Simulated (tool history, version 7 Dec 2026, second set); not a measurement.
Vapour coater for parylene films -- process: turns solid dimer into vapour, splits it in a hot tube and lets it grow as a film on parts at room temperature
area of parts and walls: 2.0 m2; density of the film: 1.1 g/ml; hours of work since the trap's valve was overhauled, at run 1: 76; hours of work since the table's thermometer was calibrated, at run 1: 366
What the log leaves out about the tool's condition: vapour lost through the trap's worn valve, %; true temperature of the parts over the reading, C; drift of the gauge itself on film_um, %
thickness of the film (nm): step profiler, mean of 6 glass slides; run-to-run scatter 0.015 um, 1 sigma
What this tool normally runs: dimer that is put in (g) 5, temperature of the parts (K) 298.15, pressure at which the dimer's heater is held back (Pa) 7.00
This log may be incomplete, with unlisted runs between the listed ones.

| run | hour | dimer that is put in (g) | temperature of the parts (K) | pressure at which the dimer's heater is held back (Pa) | hours of work since the trap's valve was overhauled | hours of work since the table's thermometer was calibrated | thickness of the film (nm) |
|---|---|---|---|---|---|---|---|
| 1 | 0.0 | 5 | 298.15 | 7.00 | 76 | 366 | 1430 |
| 2 | 34.3 | 5 | 298.15 | 2.59 | 106 | 396 | 1810 |
| 3 | 81.2 | 5 | 298.15 | 7.00 | 148 | 438 | 1420 |
| 4 | 127.4 | 5 | 298.15 | 7.00 | 189 | 479 | 1410 |
| 5 | 166.2 | 5 | 298.15 | 7.00 | 223 | 513 | 1420 |
| 6 | 202.8 | 5 | 298.15 | 7.00 | 256 | 545 | 1370 |
| 7 | 257.7 | 5 | 298.15 | 7.00 | 304 | 594 | 1360 |
| 8 | 300.9 | 5 | 298.15 | 7.00 | 343 | 632 | 1370 |
| 9 | 338.4 | 5 | 298.15 | 7.00 | 376 | 666 | 1340 |
| 10 | 378.6 | 5 | 297.15 | 7.00 | 411 | 701 | 1380 |
|  | 403.8 | trap's valve overhauled |
| 11 | 453.8 | 5 | 298.15 | 5.89 | 44 | 764 | 1290 |
| 12 | 512.3 | 9 | 298.15 | 7.00 | 96 | 816 | 2170 |
| 13 | 567.2 | 9 | 309.15 | 7.00 | 145 | 865 | 1270 |
| 14 | 599.7 | 9 | 309.15 | 7.00 | 173 | 893 | 1260 |
| 15 | 664.2 | 9 | 309.15 | 7.00 | 231 | 950 | 1240 |
|  | 695.6 | trap's valve overhauled, once more |
| 16 | 733.0 | 5 | 302.15 | 7.00 | 33 | 1008 | 1190 |
| 17 | 805.9 | 5 | 301.15 | 7.00 | 98 | 1072 | 1240 |
| 18 | 869.7 | 5 | 301.15 | 7.00 | 154 | 1129 | 1250 |
| 19 | 925.1 | 5 | 301.15 | 7.00 | 203 | 1178 | 1240 |
| 20 | 982.4 | 5 | 298.15 | 7.00 | 254 | 1229 | 1380 |
| 21 | 1037.7 | 5 | 298.15 | 7.00 | 303 | 1278 | 1380 |
| 22 | 1082.6 | 5 | 298.15 | 7.00 | 343 | 1317 | 1370 |
| 23 | 1116.4 | 5 | 298.15 | 7.00 | 373 | 1347 | 1370 |
| 24 | 1147.2 | 5 | 298.15 | 7.00 | 400 | 1375 | 1340 |
|  | 1187.3 | trap's valve overhauled |
| 25 | 1190.5 | 7 | 298.15 | 5.01 | 3 | 1409 | 2240 |
| 26 | 1238.2 | 5 | 300.15 | 3.54 | 45 | 1452 | 1570 |
| 27 | 1306.8 | 5 | 300.15 | 3.54 | 106 | 1512 | 1550 |
| 28 | 1337.7 | 5 | 303.15 | 4.28 | 133 | 1540 | 1280 |
| 29 | 1387.9 | 5 | 298.15 | 11.19 | 178 | 1584 | 1280 |
| 30 | 1423.6 | 8 | 296.15 | 3.18 | 209 | 1616 | 3000 |
| 31 | 1478.8 | 5 | 292.15 | 4.44 | 258 | 1665 | 2070 |
| 32 | 1520.3 | 7 | 293.15 | 7.00 | 295 | 1701 | 2440 |
| 33 | 1555.5 | 5 | 295.15 | 10.97 | 326 | 1733 | 1460 |
| 34 | 1629.6 | 5 | 303.15 | 11.58 | 392 | 1798 | 970 |
| 35 | 1665.4 | 3 | 303.15 | 11.58 | 423 | 1830 | 560 |
|  | 1682.2 | trap's valve overhauled |
| 36 | 1700.0 | 7 | 303.15 | 2.10 | 16 | 1857 | 2160 |
| 37 | 1758.2 | 5 | 301.15 | 10.25 | 67 | 1908 | 1170 |
| 38 | 1826.1 | 5 | 301.15 | 2.20 | 127 | 1969 | 1650 |
| 39 | 1869.2 | 5 | 301.15 | 2.20 | 166 | 2007 | 1640 |
| 40 | 1910.3 | 5 | 301.15 | 2.20 | 202 | 2043 | 1640 |
| 41 | 1949.1 | 5 | 301.15 | 2.20 | 236 | 2078 | 1610 |
| 42 | 2005.4 | 5 | 310.15 | 2.53 | 286 | 2127 | 1020 |
| 43 | 2037.1 | 6 | 299.15 | 3.13 | 314 | 2155 | 1940 |
| 44 | 2070.2 | 5 | 296.15 | 3.56 | 344 | 2185 | 1800 |
|  | 2077.0 | table's thermometer calibrated |
| 45 | 2125.4 | 4 | 298.15 | 3.56 | 392 | 43 | 1260 |
|  | 2177.5 | trap's valve overhauled |
| 46 | 2184.4 | 2 | 296.15 | 4.48 | 6 | 92 | 720 |
| 47 | 2234.2 | 2 | 296.15 | 4.48 | 50 | 136 | 700 |

Alternative continuations, all from the tool just after run 47; predict every row:
| A | 2290.6 | 8 | 292.15 | 8.41 | 100 | 186 | ? |
| B | 2290.6 | 6 | 291.15 | 6.11 | 100 | 186 | ? |
| C | 2290.6 | 9 | 297.15 | 10.97 | 100 | 186 | ? |
| D | 2290.6 | 7 | 291.15 | 3.79 | 100 | 186 | ? |

| run | thickness of the film (nm) |
|---|---|
| A | 2880 |
| B | 2480 |
| C | 2420 |
| D | 3040 |
The same runs, with their run-to-run variation unchanged, on a tool lacking any hidden condition would have given:
| run | thickness of the film (nm) |
|---|---|
| A | 2950 |
| B | 2540 |
| C | 2480 |
| D | 3110 |

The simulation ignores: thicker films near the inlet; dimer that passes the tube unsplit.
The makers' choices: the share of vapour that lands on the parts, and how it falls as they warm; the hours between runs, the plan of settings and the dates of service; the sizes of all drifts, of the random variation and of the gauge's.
